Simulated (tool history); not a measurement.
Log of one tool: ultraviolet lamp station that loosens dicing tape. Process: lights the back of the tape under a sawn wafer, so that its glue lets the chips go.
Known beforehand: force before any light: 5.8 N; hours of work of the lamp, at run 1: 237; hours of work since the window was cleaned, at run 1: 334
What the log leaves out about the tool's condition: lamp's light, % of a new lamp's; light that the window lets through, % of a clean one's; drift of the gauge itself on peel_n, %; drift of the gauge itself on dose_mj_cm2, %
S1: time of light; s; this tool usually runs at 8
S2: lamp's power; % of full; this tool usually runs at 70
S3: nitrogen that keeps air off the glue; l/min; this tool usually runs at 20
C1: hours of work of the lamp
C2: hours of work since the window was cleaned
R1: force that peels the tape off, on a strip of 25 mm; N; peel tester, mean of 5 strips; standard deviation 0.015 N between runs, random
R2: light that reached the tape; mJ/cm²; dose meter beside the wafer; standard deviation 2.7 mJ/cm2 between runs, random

| run | day | S1 | S2 | S3 | C1 | C2 | R1 | R2 |
|---|---|---|---|---|---|---|---|---|
| 1 | 0 | 8 | 70 | 20 | 237 | 334 | 0.898 | 324 |
| 2 | 0.35 | 8 | 70 | 20 | 242 | 338 | 0.92 | 322 |
| 3 | 0.571 | 8 | 70 | 20 | 245 | 341 | 0.881 | 320 |
| 4 | 0.783 | 8 | 70 | 20 | 248 | 344 | 0.911 | 320 |
| 5 | 1.133 | 8 | 70 | 20 | 252 | 349 | 0.876 | 324 |
| 6 | 1.425 | 8 | 70 | 11 | 256 | 353 | 1.241 | 322 |
| 7 | 1.667 | 8 | 70 | 11 | 260 | 356 | 1.218 | 321 |
| 8 | 2.012 | 8 | 70 | 11 | 264 | 361 | 1.24 | 321 |
| 9 | 2.354 | 8 | 70 | 11 | 269 | 365 | 1.293 | 317 |
| 10 | 2.65 | 8 | 70 | 11 | 273 | 369 | 1.255 | 312 |
| 11 | 2.975 | 8 | 70 | 32 | 277 | 374 | 0.721 | 317 |
| 12 | 3.408 | 8 | 70 | 12 | 283 | 379 | 1.195 | 315 |
| 13 | 3.633 | 8 | 70 | 19 | 286 | 382 | 0.939 | 313 |
| 14 | 3.842 | 8 | 70 | 19 | 289 | 385 | 1 | 316 |
| 15 | 4.183 | 8 | 70 | 19 | 293 | 390 | 0.952 | 315 |
| 16 | 4.508 | 8 | 78 | 19 | 298 | 394 | 0.797 | 348 |
| 17 | 4.742 | 8 | 78 | 19 | 301 | 397 | 0.793 | 348 |
| 18 | 5.062 | 8 | 78 | 19 | 305 | 402 | 0.774 | 351 |
| 19 | 5.408 | 8 | 70 | 7 | 310 | 406 | 1.582 | 311 |
| 20 | 5.654 | 8 | 70 | 7 | 313 | 410 | 1.62 | 311 |
| 21 | 5.983 | 8 | 70 | 9 | 317 | 414 | 1.456 | 314 |
| 22 | 6.179 | 8 | 70 | 13 | 320 | 417 | 1.185 | 308 |
| 23 | 6.512 | 7 | 68 | 31 | 325 | 421 | 0.991 | 264 |
| 24 | 6.888 | 7 | 68 | 31 | 330 | 426 | 0.992 | 260 |
| 25 | 7.175 | 16 | 70 | 10 | 333 | 430 | 0.427 | 619 |
| 26 | 7.392 | 16 | 98 | 8 | 336 | 433 | 0.266 | 853 |
| 27 | 7.646 | 8 | 78 | 20 | 340 | 436 | 0.824 | 339 |
| 28 | 8.096 | 11 | 73 | 20 | 346 | 442 | 0.498 | 437 |
| 29 | 8.383 | 8 | 76 | 20 | 350 | 446 | 0.86 | 334 |
| 30 | 8.817 | 8 | 88 | 18 | 355 | 452 | 0.688 | 384 |
| 31 | 9.067 | 8 | 80 | 16 | 359 | 455 | 0.863 | 349 |
| 32 | 9.321 | 8 | 70 | 16 | 362 | 459 | 1.091 | 304 |
| 33 | 9.667 | 4 | 60 | 20 | 367 | 463 | 2.522 | 132 |
| 34 | 10.012 | 13 | 60 | 21 | 371 | 468 | 0.546 | 423 |
| 35 | 10.379 | 8 | 69 | 13 | 376 | 473 | 1.283 | 293 |
| 36 | 10.758 | 8 | 69 | 13 | 381 | 478 | 1.281 | 297 |
| 37 | 11.146 | 5 | 84 | 9 | 387 | 483 | 2.152 | 223 |
| 38 | 11.454 | 15 | 73 | 12 | 391 | 487 | 0.414 | 586 |
| 39 | 11.708 | 13 | 81 | 8 | 394 | 491 | 0.59 | 565 |
| 40 | 12.158 | 13 | 81 | 8 | 400 | 497 | 0.583 | 561 |
| 41 | 12.508 | 13 | 81 | 8 | 405 | 501 | 0.605 | 560 |

For some of the steps in R1 from one run to the next: how much would appear even if the tool had no hidden state, given the settings, what came in and random variation, and how much remains for the hidden state plus any gauge scatter that the measured result and the result without hidden state don't share?
Run 26 -> 27: S1 16 -> 8, S2 98 -> 78, S3 8 -> 20. R1 +0.558 N: hidden state +0.18, all else +0.378.
Run 32 -> 33: S1 8 -> 4, S2 70 -> 60, S3 16 -> 20. R1 +1.431 N: hidden state +0.092, all else +1.339.
Run 33 -> 34: S1 4 -> 13, S3 20 -> 21. R1 -1.976 N: hidden state -0.229, all else -1.747.
Run 37 -> 38: S1 5 -> 15, S2 84 -> 73, S3 9 -> 12. R1 -1.738 N: hidden state -0.308, all else -1.43.

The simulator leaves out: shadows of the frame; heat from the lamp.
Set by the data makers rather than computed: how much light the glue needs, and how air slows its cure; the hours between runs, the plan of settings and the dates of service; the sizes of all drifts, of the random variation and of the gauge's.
